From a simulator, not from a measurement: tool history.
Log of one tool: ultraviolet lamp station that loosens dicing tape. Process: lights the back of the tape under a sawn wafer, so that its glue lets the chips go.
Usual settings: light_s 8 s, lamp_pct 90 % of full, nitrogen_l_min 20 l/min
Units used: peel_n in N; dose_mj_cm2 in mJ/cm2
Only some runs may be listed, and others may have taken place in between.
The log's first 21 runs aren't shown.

run    hour  light_s  lamp_pct  nitrogen_l_min  hours of work of the lamp  hours of work since the window was cleaned  peel_n  dose_mj_cm2
 22   716.2        8        66               9                        798                                         445   1.381          174
 23   746.6        6        75              20                        822                                         468   1.233          145
 24   786.4       13        75               7                        852                                         499   0.699          311
      791.3  -- window cleaned of glue's vapour
 25   812.7       13        75               7                        872                                          16    0.65          328
 26   847.2       13        75               7                        898                                          43   0.656          328
 27   867.9        8        90              13                        914                                          58   0.775          239
 28   916.2        8        90              13                        950                                          95   0.785          238
 29   957.9        8        67              17                        982                                         127    1.07          172
 30   995.3        8        67              17                       1011                                         155   1.121          171
 31  1030.4        8        67              17                       1037                                         182   1.121          171
 32  1059.2       12        90               8                       1059                                         204   0.575          345
 33    1109       12        90               8                       1097                                         242   0.592          333
 34  1153.3        5        63               8                       1131                                         276   2.239           96
 35  1176.5       13        65              10                       1148                                         293   0.809          253
 36  1199.7        5        75              14                       1166                                         311   1.768          114
 37  1241.9        5        64              26                       1198                                         343    1.72           94
 38  1277.7        5        64              26                       1225                                         370   1.829           93
 39  1311.8       11        74              34                       1251                                         396   0.539          237
 40  1339.9        7        74               6                       1273                                         418   1.802          151
 41  1364.8        4        85               6                       1292                                         437   2.337           95
 42  1393.2        8        98              25                       1313                                         458   0.671          222

Alternative continuations, all from the tool just after run 42; predict every row:
  A  1429.3       11        90              20                       1341                                         486       ?            ?
  B  1429.3        8        85              13                       1341                                         486       ?            ?
  C  1429.3        4        66              35                       1341                                         486       ?            ?
  D  1429.3        8        68              25                       1341                                         486       ?            ?
  E  1429.3        8        86               9                       1341                                         486       ?            ?

run  peel_n  dose_mj_cm2
  A   0.525          280
  B   1.073          191
  C   2.058           73
  D   1.097          151
  E   1.186          195
With the hidden condition removed and each run's random variation left untouched, the same runs would have given:
run  peel_n  dose_mj_cm2
  A    0.28          423
  B   0.593          289
  C   1.461          111
  D   0.618          230
  E   0.677          294

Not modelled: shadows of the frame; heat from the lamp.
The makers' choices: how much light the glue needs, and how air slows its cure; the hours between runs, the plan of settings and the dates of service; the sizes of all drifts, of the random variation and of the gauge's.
